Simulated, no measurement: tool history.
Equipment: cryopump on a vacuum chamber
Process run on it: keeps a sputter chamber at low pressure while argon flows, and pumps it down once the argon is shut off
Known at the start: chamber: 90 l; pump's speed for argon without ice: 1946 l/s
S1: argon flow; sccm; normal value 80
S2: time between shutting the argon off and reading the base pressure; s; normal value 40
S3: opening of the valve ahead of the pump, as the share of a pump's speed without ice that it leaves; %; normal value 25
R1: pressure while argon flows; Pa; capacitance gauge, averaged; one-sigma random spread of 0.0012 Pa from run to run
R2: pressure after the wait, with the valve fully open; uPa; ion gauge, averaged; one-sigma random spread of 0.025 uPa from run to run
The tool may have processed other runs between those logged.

| run | hour | S1 | S2 | S3 | R1 | R2 |
|---|---|---|---|---|---|---|
| 1 | 0.0 | 80 | 40 | 25 | 0.2886 | 1.50 |
| 2 | 22.9 | 80 | 40 | 25 | 0.2905 | 1.48 |
| 3 | 56.7 | 80 | 40 | 25 | 0.2905 | 1.55 |
| 4 | 104.2 | 80 | 40 | 25 | 0.2900 | 1.53 |
| 5 | 152.1 | 80 | 46 | 25 | 0.2935 | 1.49 |
| 6 | 181.7 | 80 | 46 | 25 | 0.2944 | 1.47 |
| 7 | 206.5 | 80 | 46 | 25 | 0.2947 | 1.45 |
| 8 | 255.1 | 80 | 46 | 25 | 0.2953 | 1.46 |
| 9 | 303.9 | 83 | 40 | 25 | 0.3082 | 1.65 |
| 10 | 341.0 | 83 | 40 | 25 | 0.3081 | 1.66 |
| 11 | 371.0 | 83 | 40 | 25 | 0.3074 | 1.61 |
| 12 | 413.9 | 83 | 40 | 25 | 0.3086 | 1.69 |
| 13 | 443.6 | 83 | 40 | 25 | 0.3103 | 1.70 |
| 14 | 466.9 | 80 | 40 | 25 | 0.3006 | 1.69 |
| 15 | 506.9 | 80 | 40 | 27 | 0.2807 | 1.74 |
| 16 | 542.2 | 80 | 114 | 25 | 0.3038 | 1.18 |
| 17 | 566.3 | 35 | 40 | 25 | 0.1329 | 1.77 |
| 18 | 590.8 | 35 | 40 | 25 | 0.1322 | 1.80 |
|  | 623.4 | pump warmed up, emptied and cooled again |
| 19 | 637.7 | 44 | 40 | 29 | 0.1311 | 1.54 |
| 20 | 669.9 | 44 | 40 | 29 | 0.1327 | 1.55 |
| 21 | 712.8 | 80 | 59 | 41 | 0.1711 | 1.34 |
| 22 | 760.7 | 42 | 169 | 17 | 0.2161 | 0.92 |
| 23 | 781.5 | 104 | 88 | 26 | 0.3490 | 1.11 |
| 24 | 816.7 | 104 | 88 | 26 | 0.3507 | 1.18 |
| 25 | 858.8 | 80 | 44 | 25 | 0.2813 | 1.53 |
| 26 | 891.8 | 80 | 44 | 25 | 0.2829 | 1.57 |
| 27 | 930.3 | 80 | 31 | 54 | 0.1345 | 1.91 |
| 28 | 971.3 | 80 | 31 | 54 | 0.1338 | 1.94 |
| 29 | 1006.7 | 151 | 40 | 30 | 0.4515 | 1.72 |
| 30 | 1043.9 | 151 | 40 | 30 | 0.4508 | 1.68 |
| 31 | 1091.1 | 151 | 40 | 30 | 0.4578 | 1.72 |
| 32 | 1126.3 | 151 | 40 | 30 | 0.4561 | 1.75 |
| 33 | 1173.5 | 151 | 40 | 30 | 0.4558 | 1.76 |

Branching from run 33: 5 alternative next runs. What would each branch give?
| A | 1211.7 | 80 | 40 | 24 | ? | ? |
| B | 1211.7 | 37 | 29 | 20 | ? | ? |
| C | 1211.7 | 60 | 83 | 25 | ? | ? |
| D | 1211.7 | 77 | 40 | 30 | ? | ? |
| E | 1211.7 | 85 | 40 | 30 | ? | ? |

| run | R1 | R2 |
|---|---|---|
| A | 0.3018 | 1.79 |
| B | 0.1636 | 2.09 |
| C | 0.2156 | 1.36 |
| D | 0.2329 | 1.80 |
| E | 0.2572 | 1.76 |
Stripped of hidden state, with their random variation kept, the same runs would have yielded:
| run | R1 | R2 |
|---|---|---|
| A | 0.2909 | 0.99 |
| B | 0.1586 | 1.29 |
| C | 0.2075 | 0.56 |
| D | 0.2225 | 0.99 |
| E | 0.2456 | 0.95 |

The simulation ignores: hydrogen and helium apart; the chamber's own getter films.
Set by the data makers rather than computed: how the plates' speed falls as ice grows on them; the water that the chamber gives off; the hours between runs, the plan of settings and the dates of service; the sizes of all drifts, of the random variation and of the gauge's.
